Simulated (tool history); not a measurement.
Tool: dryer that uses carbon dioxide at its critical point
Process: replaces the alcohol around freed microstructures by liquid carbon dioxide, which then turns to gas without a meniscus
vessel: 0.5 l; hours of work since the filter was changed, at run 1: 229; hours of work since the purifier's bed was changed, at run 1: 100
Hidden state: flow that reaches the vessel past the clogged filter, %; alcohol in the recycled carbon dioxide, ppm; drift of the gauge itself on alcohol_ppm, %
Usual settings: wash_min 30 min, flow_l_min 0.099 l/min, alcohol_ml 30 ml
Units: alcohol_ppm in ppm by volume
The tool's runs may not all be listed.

| run | hour | wash_min | flow_l_min | alcohol_ml | hours of work since the filter was changed | hours of work since the purifier's bed was changed | alcohol_ppm |
|---|---|---|---|---|---|---|---|
| 1 | 0 | 30 | 0.099 | 30 | 229 | 100 | 1663 |
| 2 | 10.7 | 30 | 0.099 | 58 | 233 | 104 | 3170 |
| 3 | 24 | 30 | 0.099 | 58 | 238 | 109 | 3175 |
| 4 | 32.9 | 30 | 0.099 | 58 | 241 | 112 | 3280 |
| 5 | 46.9 | 30 | 0.0691 | 30 | 246 | 117 | 4755 |
| 6 | 64.1 | 30 | 0.0691 | 30 | 252 | 123 | 4898 |
| 7 | 78.8 | 30 | 0.1519 | 30 | 258 | 128 | 319 |
|  | 91.2 | inlet filter changed |
| 8 | 95.1 | 30 | 0.1042 | 30 | 1 | 134 | 804 |
| 9 | 105.7 | 30 | 0.1042 | 21 | 5 | 138 | 577 |
| 10 | 116.6 | 30 | 0.1042 | 21 | 9 | 142 | 599 |
| 11 | 126.8 | 30 | 0.1042 | 21 | 13 | 145 | 602 |
| 12 | 143.4 | 30 | 0.099 | 30 | 19 | 151 | 1028 |
| 13 | 156.7 | 38 | 0.099 | 30 | 24 | 156 | 364 |

The next listed run, before its measurement:
| 14 | 168.3 | 38 | 0.099 | 30 | 28 | 160 | ? |

Run 14 gave alcohol_ppm 377 ppm by volume.
Without the tool's hidden state the same run would have given alcohol_ppm 306 ppm by volume.
